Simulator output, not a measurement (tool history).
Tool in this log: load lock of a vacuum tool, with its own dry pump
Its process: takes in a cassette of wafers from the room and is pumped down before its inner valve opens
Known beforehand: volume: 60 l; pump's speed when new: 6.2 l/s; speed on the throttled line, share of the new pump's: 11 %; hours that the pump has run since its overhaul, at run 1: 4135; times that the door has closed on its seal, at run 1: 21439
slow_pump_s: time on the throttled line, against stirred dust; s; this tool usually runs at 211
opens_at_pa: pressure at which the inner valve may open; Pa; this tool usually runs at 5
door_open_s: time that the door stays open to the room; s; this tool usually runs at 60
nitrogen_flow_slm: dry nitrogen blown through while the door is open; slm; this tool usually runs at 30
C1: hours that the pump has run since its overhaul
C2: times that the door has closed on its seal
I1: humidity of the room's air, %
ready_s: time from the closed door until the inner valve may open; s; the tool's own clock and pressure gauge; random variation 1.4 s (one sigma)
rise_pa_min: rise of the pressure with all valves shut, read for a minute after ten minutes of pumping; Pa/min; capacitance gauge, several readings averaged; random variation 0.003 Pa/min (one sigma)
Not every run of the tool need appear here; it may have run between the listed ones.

Run 1, hour 0.0: usual settings; C1 4135; C2 21439; I1 44.2. Result: ready_s 292.1 s, rise_pa_min 0.058 Pa/min.
Run 2, hour 489.6: usual settings; C1 4625; C2 23718; I1 41.0. Result: ready_s 287.6 s, rise_pa_min 0.056 Pa/min.
Run 3, hour 743.6: usual settings but door_open_s 203 s; C1 4879; C2 24900; I1 39.6. Result: ready_s 290.0 s, rise_pa_min 0.074 Pa/min.
Run 4, hour 1199.7: usual settings but door_open_s 203 s; C1 5335; C2 27023; I1 44.9. Result: ready_s 289.2 s, rise_pa_min 0.081 Pa/min.
Run 5, hour 1518.2: usual settings but slow_pump_s 179 s; C1 5654; C2 28506; I1 48.0. Result: ready_s 262.8 s, rise_pa_min 0.076 Pa/min.
Run 6, hour 1842.0: usual settings but slow_pump_s 179 s; C1 5977; C2 30012; I1 42.4. Result: ready_s 263.5 s, rise_pa_min 0.074 Pa/min.
Run 7, hour 2325.9: usual settings but nitrogen_flow_slm 7 slm; C1 6461; C2 32265; I1 43.1. Result: ready_s 293.6 s, rise_pa_min 0.099 Pa/min.
Run 8, hour 2861.7: usual settings; C1 6997; C2 34758; I1 46.6. Result: ready_s 293.5 s, rise_pa_min 0.087 Pa/min.
Run 9, hour 3401.8: usual settings; C1 7537; C2 37272; I1 44.2. Result: ready_s 293.9 s, rise_pa_min 0.095 Pa/min.
Run 10, hour 3832.6: usual settings but slow_pump_s 293 s; C1 7968; C2 39277; I1 44.2. Result: ready_s 364.7 s, rise_pa_min 0.103 Pa/min.
Run 11, hour 4255.4: usual settings but slow_pump_s 374 s; C1 8391; C2 41245; I1 48.1. Result: ready_s 435.2 s, rise_pa_min 0.116 Pa/min.
Run 12, hour 4722.4: usual settings; C1 8858; C2 43419; I1 48.4. Result: ready_s 298.3 s, rise_pa_min 0.115 Pa/min.
Run 13, hour 5218.6: usual settings; C1 9354; C2 45728; I1 45.5. Result: ready_s 296.2 s, rise_pa_min 0.124 Pa/min.
Run 14, hour 5487.8: usual settings but nitrogen_flow_slm 22 slm; C1 9623; C2 46981; I1 44.6. Result: ready_s 294.8 s, rise_pa_min 0.128 Pa/min.
Run 15, hour 5896.7: usual settings but nitrogen_flow_slm 7 slm; C1 10032; C2 48884; I1 45.0. Result: ready_s 296.8 s, rise_pa_min 0.144 Pa/min.
Run 16, hour 6326.4: usual settings but nitrogen_flow_slm 7 slm; C1 10462; C2 50884; I1 43.9. Result: ready_s 301.2 s, rise_pa_min 0.155 Pa/min.
At hour 6609.8: dry pump taken out, an overhauled one fitted.
Run 17, hour 6609.8: usual settings but nitrogen_flow_slm 7 slm; C1 0; C2 52175; I1 46.4. Result: ready_s 283.9 s, rise_pa_min 0.160 Pa/min.
Run 18, hour 7161.6: usual settings; C1 552; C2 54744; I1 44.1. Result: ready_s 283.3 s, rise_pa_min 0.152 Pa/min.
Run 19, hour 7439.2: usual settings but nitrogen_flow_slm 25 slm; C1 829; C2 56035; I1 43.8. Result: ready_s 285.2 s, rise_pa_min 0.166 Pa/min.
Run 20, hour 7687.3: usual settings but nitrogen_flow_slm 25 slm; C1 1078; C2 57190; I1 44.9. Result: ready_s 286.6 s, rise_pa_min 0.163 Pa/min.
Run 21, hour 8135.4: usual settings but slow_pump_s 191 s, door_open_s 109 s, nitrogen_flow_slm 25 slm; C1 1526; C2 59276; I1 44.6. Result: ready_s 268.8 s, rise_pa_min 0.181 Pa/min.
Run 22, hour 8659.8: usual settings but slow_pump_s 132 s, opens_at_pa 6 Pa, door_open_s 29 s, nitrogen_flow_slm 5 slm; C1 2050; C2 61717; I1 45.4. Result: ready_s 214.4 s, rise_pa_min 0.183 Pa/min.
Run 23, hour 8977.2: usual settings but slow_pump_s 113 s, opens_at_pa 6 Pa, door_open_s 45 s, nitrogen_flow_slm 11 slm; C1 2367; C2 63194; I1 43.8. Result: ready_s 201.0 s, rise_pa_min 0.191 Pa/min.
Run 24, hour 9406.2: usual settings but slow_pump_s 113 s, opens_at_pa 6 Pa, door_open_s 45 s, nitrogen_flow_slm 11 slm; C1 2796; C2 65191; I1 43.0. Result: ready_s 197.4 s, rise_pa_min 0.198 Pa/min.
Run 25, hour 9869.9: usual settings but slow_pump_s 113 s, opens_at_pa 6 Pa, door_open_s 45 s, nitrogen_flow_slm 11 slm; C1 3260; C2 67348; I1 45.6. Result: ready_s 201.1 s, rise_pa_min 0.214 Pa/min.
Run 26, hour 10343.1: usual settings but slow_pump_s 113 s, opens_at_pa 6 Pa; C1 3733; C2 69551; I1 49.3. Result: ready_s 200.4 s, rise_pa_min 0.215 Pa/min.
Run 27, hour 10567.3: usual settings but slow_pump_s 113 s; C1 3957; C2 70594; I1 45.8. Result: ready_s 202.4 s, rise_pa_min 0.220 Pa/min.
Run 28, hour 11059.1: usual settings but opens_at_pa 4 Pa, door_open_s 49 s, nitrogen_flow_slm 19 slm; C1 4449; C2 72883; I1 43.8. Result: ready_s 294.2 s, rise_pa_min 0.237 Pa/min.
Run 29, hour 11422.7: usual settings but opens_at_pa 4 Pa, door_open_s 49 s, nitrogen_flow_slm 19 slm; C1 4813; C2 74576; I1 44.4. Result: ready_s 292.9 s, rise_pa_min 0.240 Pa/min.
Run 30, hour 11722.7: usual settings but slow_pump_s 202 s, opens_at_pa 8 Pa, door_open_s 42 s, nitrogen_flow_slm 39 slm; C1 5113; C2 75972; I1 46.9. Result: ready_s 280.0 s, rise_pa_min 0.240 Pa/min.
Run 31, hour 12130.7: usual settings but slow_pump_s 202 s, opens_at_pa 8 Pa, door_open_s 42 s, nitrogen_flow_slm 39 slm; C1 5521; C2 77871; I1 45.0. Result: ready_s 279.9 s, rise_pa_min 0.248 Pa/min.
At hour 12274.7: door's seal changed, seat wiped.
Run 32, hour 12544.9: usual settings but slow_pump_s 202 s; C1 5934; C2 1258; I1 41.5. Result: ready_s 283.9 s, rise_pa_min 0.025 Pa/min.
Run 33, hour 12953.9: usual settings but nitrogen_flow_slm 22 slm; C1 6343; C2 3161; I1 45.3. Result: ready_s 292.2 s, rise_pa_min 0.026 Pa/min.
Run 34, hour 13402.0: usual settings but nitrogen_flow_slm 22 slm; C1 6791; C2 5247; I1 45.4. Result: ready_s 293.4 s, rise_pa_min 0.037 Pa/min.
Run 35, hour 13918.0: usual settings but opens_at_pa 8 Pa, nitrogen_flow_slm 10 slm; C1 7307; C2 7648; I1 47.1. Result: ready_s 287.4 s, rise_pa_min 0.045 Pa/min.
Run 36, hour 14467.4: usual settings but slow_pump_s 287 s, opens_at_pa 7 Pa; C1 7856; C2 10205; I1 45.7. Result: ready_s 358.1 s, rise_pa_min 0.039 Pa/min.
Run 37, hour 14835.7: usual settings but slow_pump_s 361 s, nitrogen_flow_slm 5 slm; C1 8224; C2 11920; I1 45.9. Result: ready_s 423.8 s, rise_pa_min 0.060 Pa/min.

Measured less the same run without the tool's hidden state. The same run-to-run variation is in both; the gauge's scatter may not be:
Hidden conditions of the tool in this case: pump's speed, % of a new pump's; leak at the door's seal, Pa l/s; drift of the gauge itself on ready_s, %; drift of the gauge itself on rise_pa_min, %.
run  ready_s  rise_pa_min
  1     +3.5       +0.030
  2     +4.0       +0.035
  3     +4.3       +0.037
  4     +4.9       +0.042
  5     +5.8       +0.046
  6     +6.2       +0.049
  7     +6.4       +0.055
  8     +7.0       +0.062
  9     +7.7       +0.069
 10     +7.6       +0.076
 11     +7.0       +0.082
 12     +9.8       +0.088
 13    +10.5       +0.098
 14    +10.8       +0.100
 15    +11.5       +0.106
 16    +12.3       +0.116
 17     +0.2       +0.120
 18     +0.8       +0.128
 19     +1.2       +0.133
 20     +1.5       +0.135
 21     +2.1       +0.144
 22     +2.8       +0.155
 23     +3.6       +0.156
 24     +4.1       +0.165
 25     +4.7       +0.179
 26     +5.4       +0.188
 27     +5.9       +0.192
 28     +6.2       +0.209
 29     +6.6       +0.212
 30     +6.2       +0.221
 31     +6.5       +0.231
 32     +7.5       +0.002
 33     +8.0       +0.004
 34     +8.7       +0.006
 35     +8.8       +0.008
 36     +8.6       +0.012
 37     +8.5       +0.014
